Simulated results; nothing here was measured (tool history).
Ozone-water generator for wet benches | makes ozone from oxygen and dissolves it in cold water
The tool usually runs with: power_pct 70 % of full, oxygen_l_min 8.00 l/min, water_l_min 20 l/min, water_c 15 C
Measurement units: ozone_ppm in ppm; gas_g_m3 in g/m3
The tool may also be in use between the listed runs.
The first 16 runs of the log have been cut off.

| run | hour | power_pct | oxygen_l_min | water_l_min | water_c | ozone_ppm | gas_g_m3 |
|---|---|---|---|---|---|---|---|
| 17 | 898.5 | 76 | 8.00 | 20 | 15 | 43.0 | 284.3 |
| 18 | 956.7 | 64 | 8.00 | 16 | 7 | 49.3 | 244.1 |
|  | 965.0 | water thermometer calibrated |
| 19 | 1028.5 | 64 | 8.00 | 16 | 7 | 49.5 | 241.8 |
| 20 | 1110.2 | 64 | 8.00 | 16 | 7 | 49.1 | 239.6 |
| 21 | 1153.1 | 69 | 7.43 | 13 | 11 | 55.8 | 267.2 |
| 22 | 1233.6 | 84 | 8.00 | 20 | 15 | 45.9 | 309.6 |
|  | 1242.4 | water thermometer calibrated, once more |
| 23 | 1276.0 | 84 | 8.00 | 20 | 15 | 46.9 | 305.5 |
| 24 | 1365.7 | 70 | 7.61 | 20 | 15 | 38.7 | 264.7 |
| 25 | 1439.9 | 45 | 5.39 | 24 | 15 | 21.1 | 204.5 |
| 26 | 1484.0 | 45 | 5.39 | 28 | 18 | 17.4 | 204.2 |
| 27 | 1528.3 | 58 | 5.48 | 15 | 8 | 43.4 | 253.3 |
| 28 | 1578.5 | 70 | 8.13 | 18 | 15 | 42.3 | 258.3 |
| 29 | 1630.3 | 54 | 8.00 | 20 | 15 | 30.6 | 205.6 |
| 30 | 1689.0 | 44 | 8.00 | 20 | 15 | 25.4 | 170.4 |
| 31 | 1747.8 | 44 | 8.00 | 20 | 15 | 25.7 | 170.1 |
| 32 | 1793.9 | 78 | 5.62 | 13 | 9 | 63.0 | 324.0 |
| 33 | 1870.6 | 78 | 5.62 | 13 | 9 | 62.4 | 324.1 |
| 34 | 1924.6 | 78 | 10.37 | 22 | 8 | 45.7 | 254.9 |

Each row is a separate what-if for the run after 34, all from the same tool condition, not one after another. Results?
| A | 1972.4 | 78 | 9.68 | 22 | 12 | ? | ? |
| B | 1972.4 | 78 | 12.63 | 22 | 8 | ? | ? |
| C | 1972.4 | 95 | 6.64 | 28 | 8 | ? | ? |

| run | ozone_ppm | gas_g_m3 |
|---|---|---|
| A | 42.3 | 265.6 |
| B | 46.3 | 240.3 |
| C | 40.3 | 362.4 |
What these runs would have given with no unlogged condition in the tool:
| run | ozone_ppm | gas_g_m3 |
|---|---|---|
| A | 45.1 | 279.9 |
| B | 49.3 | 253.2 |
| C | 43.4 | 385.2 |

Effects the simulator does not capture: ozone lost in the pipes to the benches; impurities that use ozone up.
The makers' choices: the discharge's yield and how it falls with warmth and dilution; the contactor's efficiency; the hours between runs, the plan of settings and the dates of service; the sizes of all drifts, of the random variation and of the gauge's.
